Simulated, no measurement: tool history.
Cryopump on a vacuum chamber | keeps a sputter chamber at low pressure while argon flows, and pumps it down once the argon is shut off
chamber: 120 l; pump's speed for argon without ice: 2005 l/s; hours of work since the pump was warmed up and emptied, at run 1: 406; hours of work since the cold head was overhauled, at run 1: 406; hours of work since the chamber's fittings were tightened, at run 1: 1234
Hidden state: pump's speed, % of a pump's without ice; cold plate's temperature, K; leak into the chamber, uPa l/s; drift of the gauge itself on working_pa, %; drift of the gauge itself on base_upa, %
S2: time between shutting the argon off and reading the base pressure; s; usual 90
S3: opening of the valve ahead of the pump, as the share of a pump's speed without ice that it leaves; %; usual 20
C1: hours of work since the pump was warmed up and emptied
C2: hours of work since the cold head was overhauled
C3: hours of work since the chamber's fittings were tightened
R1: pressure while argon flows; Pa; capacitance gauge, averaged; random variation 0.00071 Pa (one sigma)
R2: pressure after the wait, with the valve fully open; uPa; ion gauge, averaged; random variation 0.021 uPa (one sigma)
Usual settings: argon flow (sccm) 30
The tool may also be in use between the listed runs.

Run 1, hour 0.0: usual settings; C1 406; C2 406; C3 1234. Result: R1 0.1303 Pa, R2 1.13 uPa.
Run 2, hour 23.3: usual settings but S2 80 s; C1 418; C2 418; C3 1246. Result: R1 0.1299 Pa, R2 1.12 uPa.
Run 3, hour 52.1: usual settings but S3 52 %; C1 431; C2 431; C3 1260. Result: R1 0.0525 Pa, R2 1.10 uPa.
Run 4, hour 83.8: usual settings but argon flow (sccm) 17; C1 447; C2 447; C3 1275. Result: R1 0.0745 Pa, R2 1.12 uPa.
Run 5, hour 100.6: usual settings but argon flow (sccm) 17, S3 19 %; C1 455; C2 455; C3 1283. Result: R1 0.0785 Pa, R2 1.16 uPa.
Run 6, hour 122.2: usual settings but argon flow (sccm) 17, S3 19 %; C1 465; C2 465; C3 1293. Result: R1 0.0775 Pa, R2 1.20 uPa.
Run 7, hour 139.5: usual settings but argon flow (sccm) 17, S3 19 %; C1 474; C2 474; C3 1302. Result: R1 0.0771 Pa, R2 1.13 uPa.
Run 8, hour 167.5: usual settings but S2 38 s; C1 487; C2 487; C3 1315. Result: R1 0.1305 Pa, R2 1.47 uPa.
Run 9, hour 194.6: usual settings but S2 38 s; C1 500; C2 500; C3 1328. Result: R1 0.1308 Pa, R2 1.48 uPa.
Run 10, hour 230.2: usual settings; C1 517; C2 517; C3 1345. Result: R1 0.1315 Pa, R2 1.25 uPa.
Run 11, hour 251.7: usual settings but argon flow (sccm) 31; C1 528; C2 528; C3 1356. Result: R1 0.1361 Pa, R2 1.17 uPa.
Run 12, hour 286.7: usual settings but argon flow (sccm) 38; C1 544; C2 544; C3 1373. Result: R1 0.1669 Pa, R2 1.19 uPa.
Run 13, hour 321.7: usual settings but argon flow (sccm) 20; C1 561; C2 561; C3 1390. Result: R1 0.0876 Pa, R2 1.23 uPa.
Run 14, hour 357.4: usual settings but argon flow (sccm) 20; C1 579; C2 579; C3 1407. Result: R1 0.0888 Pa, R2 1.28 uPa.
Run 15, hour 380.6: usual settings but argon flow (sccm) 20; C1 590; C2 590; C3 1418. Result: R1 0.0887 Pa, R2 1.24 uPa.
Run 16, hour 398.7: usual settings but argon flow (sccm) 20; C1 598; C2 598; C3 1427. Result: R1 0.0874 Pa, R2 1.33 uPa.
Run 17, hour 414.9: usual settings but argon flow (sccm) 45; C1 606; C2 606; C3 1434. Result: R1 0.1987 Pa, R2 1.24 uPa.
Run 18, hour 437.9: usual settings but argon flow (sccm) 19, S2 35 s, S3 26 %; C1 617; C2 617; C3 1446. Result: R1 0.0647 Pa, R2 1.56 uPa.
Run 19, hour 468.6: usual settings but argon flow (sccm) 34, S2 35 s, S3 26 %; C1 632; C2 632; C3 1460. Result: R1 0.1171 Pa, R2 1.58 uPa.
Run 20, hour 495.0: usual settings but argon flow (sccm) 44, S2 131 s, S3 43 %; C1 645; C2 645; C3 1473. Result: R1 0.0950 Pa, R2 1.26 uPa.
Run 21, hour 514.8: usual settings but argon flow (sccm) 26, S3 25 %; C1 654; C2 654; C3 1483. Result: R1 0.0926 Pa, R2 1.37 uPa.
Run 22, hour 533.1: usual settings but argon flow (sccm) 26, S2 136 s, S3 25 %; C1 663; C2 663; C3 1491. Result: R1 0.0931 Pa, R2 1.35 uPa.
Run 23, hour 556.2: usual settings but argon flow (sccm) 26, S2 61 s, S3 39 %; C1 674; C2 674; C3 1503. Result: R1 0.0611 Pa, R2 1.44 uPa.
Run 24, hour 589.6: usual settings but argon flow (sccm) 26, S2 61 s, S3 39 %; C1 690; C2 690; C3 1519. Result: R1 0.0615 Pa, R2 1.46 uPa.
Run 25, hour 611.3: usual settings but argon flow (sccm) 26, S2 61 s, S3 39 %; C1 701; C2 701; C3 1529. Result: R1 0.0613 Pa, R2 1.50 uPa.
Run 26, hour 647.3: usual settings but argon flow (sccm) 26, S2 88 s, S3 26 %; C1 718; C2 718; C3 1546. Result: R1 0.0908 Pa, R2 1.43 uPa.
Run 27, hour 683.1: usual settings but argon flow (sccm) 26, S2 88 s, S3 26 %; C1 736; C2 736; C3 1564. Result: R1 0.0903 Pa, R2 1.45 uPa.
Run 28, hour 702.6: usual settings but argon flow (sccm) 26, S2 88 s, S3 26 %; C1 745; C2 745; C3 1573. Result: R1 0.0907 Pa, R2 1.44 uPa.
Run 29, hour 738.8: usual settings but S2 138 s, S3 35 %; C1 762; C2 762; C3 1591. Result: R1 0.0801 Pa, R2 1.40 uPa.
Run 30, hour 768.6: usual settings but S2 31 s; C1 777; C2 777; C3 1605. Result: R1 0.1351 Pa, R2 1.84 uPa.
Run 31, hour 786.6: usual settings but argon flow (sccm) 29, S2 67 s, S3 24 %; C1 785; C2 785; C3 1614. Result: R1 0.1091 Pa, R2 1.56 uPa.
Run 32, hour 823.5: usual settings but argon flow (sccm) 19, S2 75 s, S3 26 %; C1 803; C2 803; C3 1631. Result: R1 0.0661 Pa, R2 1.51 uPa.
Run 33, hour 857.9: usual settings but argon flow (sccm) 15, S2 38 s, S3 25 %; C1 820; C2 820; C3 1648. Result: R1 0.0547 Pa, R2 1.74 uPa.

3 ways to go on from here, each from the tool as it stands after run 33. What would each give?
Run A, hour 884.6: usual settings but S3 43 %; C1 833; C2 833; C3 1661. Result: R1 ?, R2 ?.
Run B, hour 884.6: usual settings but argon flow (sccm) 33, S2 28 s, S3 53 %; C1 833; C2 833; C3 1661. Result: R1 ?, R2 ?.
Run C, hour 884.6: usual settings but S2 41 s, S3 40 %; C1 833; C2 833; C3 1661. Result: R1 ?, R2 ?.

run      R1    R2
  A  0.0676  1.58
  B  0.0618  2.00
  C  0.0710  1.80
Without the tool's hidden state the same runs would have given:
run      R1    R2
  A  0.0592  0.38
  B  0.0525  0.80
  C  0.0626  0.57

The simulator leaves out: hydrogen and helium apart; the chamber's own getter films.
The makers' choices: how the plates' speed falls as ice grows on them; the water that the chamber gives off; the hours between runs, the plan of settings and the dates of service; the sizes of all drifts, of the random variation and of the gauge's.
